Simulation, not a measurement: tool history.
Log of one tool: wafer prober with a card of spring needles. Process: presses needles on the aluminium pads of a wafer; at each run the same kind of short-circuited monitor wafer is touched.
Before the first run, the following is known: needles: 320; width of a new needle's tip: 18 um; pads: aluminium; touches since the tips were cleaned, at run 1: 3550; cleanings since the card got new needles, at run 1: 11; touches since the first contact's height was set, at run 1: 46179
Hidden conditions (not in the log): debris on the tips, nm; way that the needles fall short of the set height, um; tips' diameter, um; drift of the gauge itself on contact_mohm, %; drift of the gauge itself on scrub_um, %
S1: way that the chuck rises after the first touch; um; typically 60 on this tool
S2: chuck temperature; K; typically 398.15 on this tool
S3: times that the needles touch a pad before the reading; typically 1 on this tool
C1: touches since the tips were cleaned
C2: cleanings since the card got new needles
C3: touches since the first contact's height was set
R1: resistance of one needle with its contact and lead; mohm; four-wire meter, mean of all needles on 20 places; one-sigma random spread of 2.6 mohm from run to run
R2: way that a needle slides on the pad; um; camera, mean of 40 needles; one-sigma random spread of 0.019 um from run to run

run 1 hour=0.0 | S1=60 S2=398.15 S3=1 | C1=3550 C2=11 C3=46179 | R1=379 R2=8.62
-- hour=2.2 tips cleaned on abrasive film
-- hour=17.4 tips cleaned on abrasive film
run 2 hour=18.9 | S1=60 S2=398.15 S3=1 | C1=371 C2=13 C3=50966 | R1=317 R2=8.60
-- hour=33.3 tips cleaned on abrasive film
-- hour=47.4 tips cleaned on abrasive film
run 3 hour=55.8 | S1=60 S2=351.15 S3=1 | C1=2148 C2=15 C3=60397 | R1=354 R2=8.58
-- hour=63.9 tips cleaned on abrasive film
run 4 hour=74.5 | S1=60 S2=398.15 S3=1 | C1=2737 C2=16 C3=65182 | R1=378 R2=8.55
-- hour=80.1 tips cleaned on abrasive film
-- hour=96.6 tips cleaned on abrasive film
run 5 hour=108.1 | S1=60 S2=398.15 S3=2 | C1=2970 C2=18 C3=73755 | R1=354 R2=8.53
-- hour=111.3 tips cleaned on abrasive film
-- hour=127.3 tips cleaned on abrasive film
run 6 hour=138.9 | S1=60 S2=398.15 S3=2 | C1=2980 C2=20 C3=81590 | R1=342 R2=8.51
-- hour=142.4 tips cleaned on abrasive film
-- hour=157.7 tips cleaned on abrasive film
-- hour=172.1 tips cleaned on abrasive film
run 7 hour=173.9 | S1=60 S2=323.15 S3=1 | C1=474 C2=23 C3=90503 | R1=307 R2=8.47
-- hour=186.7 tips cleaned on abrasive film
-- hour=200.9 tips cleaned on abrasive film
-- hour=216.3 tips cleaned on abrasive film
run 8 hour=216.3 | S1=42 S2=323.15 S3=1 | C1=0 C2=26 C3=101303 | R1=317 R2=5.83
-- hour=231.5 tips cleaned on abrasive film
-- hour=246.3 tips cleaned on abrasive film
-- hour=261.5 tips cleaned on abrasive film
run 9 hour=262.6 | S1=42 S2=323.15 S3=1 | C1=288 C2=29 C3=113110 | R1=324 R2=5.78
-- hour=278.4 tips cleaned on abrasive film
-- hour=295.3 tips cleaned on abrasive film
run 10 hour=307.5 | S1=77 S2=398.15 S3=1 | C1=3115 C2=31 C3=124580 | R1=352 R2=10.84
-- hour=309.6 tips cleaned on abrasive film
-- hour=326.0 tips cleaned on abrasive film
run 11 hour=338.7 | S1=60 S2=329.15 S3=1 | C1=3278 C2=33 C3=132555 | R1=386 R2=8.32
-- hour=342.3 tips cleaned on abrasive film
-- hour=359.5 tips cleaned on abrasive film
run 12 hour=363.1 | S1=60 S2=329.15 S3=1 | C1=927 C2=35 C3=138746 | R1=325 R2=8.32
-- hour=375.1 tips cleaned on abrasive film
-- hour=389.7 tips cleaned on abrasive film
run 13 hour=396.0 | S1=71 S2=329.15 S3=2 | C1=1607 C2=37 C3=147140 | R1=302 R2=9.92
-- hour=405.4 tips cleaned on abrasive film
-- hour=405.7 height of the first contact set anew
-- hour=421.3 tips cleaned on abrasive film
run 14 hour=421.3 | S1=71 S2=329.15 S3=2 | C1=0 C2=39 C3=3978 | R1=280 R2=10.29
-- hour=437.2 tips cleaned on abrasive film
run 15 hour=442.3 | S1=80 S2=351.15 S3=1 | C1=1306 C2=40 C3=9331 | R1=314 R2=11.61
-- hour=452.2 tips cleaned on abrasive film
-- hour=467.4 tips cleaned on abrasive film
run 16 hour=469.3 | S1=69 S2=321.15 S3=1 | C1=504 C2=42 C3=16234 | R1=300 R2=10.01
-- hour=484.4 tips cleaned on abrasive film
run 17 hour=491.4 | S1=73 S2=300.15 S3=2 | C1=1815 C2=43 C3=21876 | R1=296 R2=10.57
-- hour=499.4 tips cleaned on abrasive film
-- hour=515.8 tips cleaned on abrasive film
run 18 hour=526.0 | S1=76 S2=300.15 S3=2 | C1=2619 C2=45 C3=30686 | R1=298 R2=10.98

Some steps in R1, run to run, broken into two amounts with sign: the step expected even without the hidden condition (settings, incoming material, random variation), and the rest, left for the hidden condition together with whatever gauge scatter is not in both the measured and the hidden-condition-free result:
Run 1 -> 2: tips cleaned on abrasive film, tips cleaned on abrasive film. R1 -62 mohm: hidden state -61, all else -1.
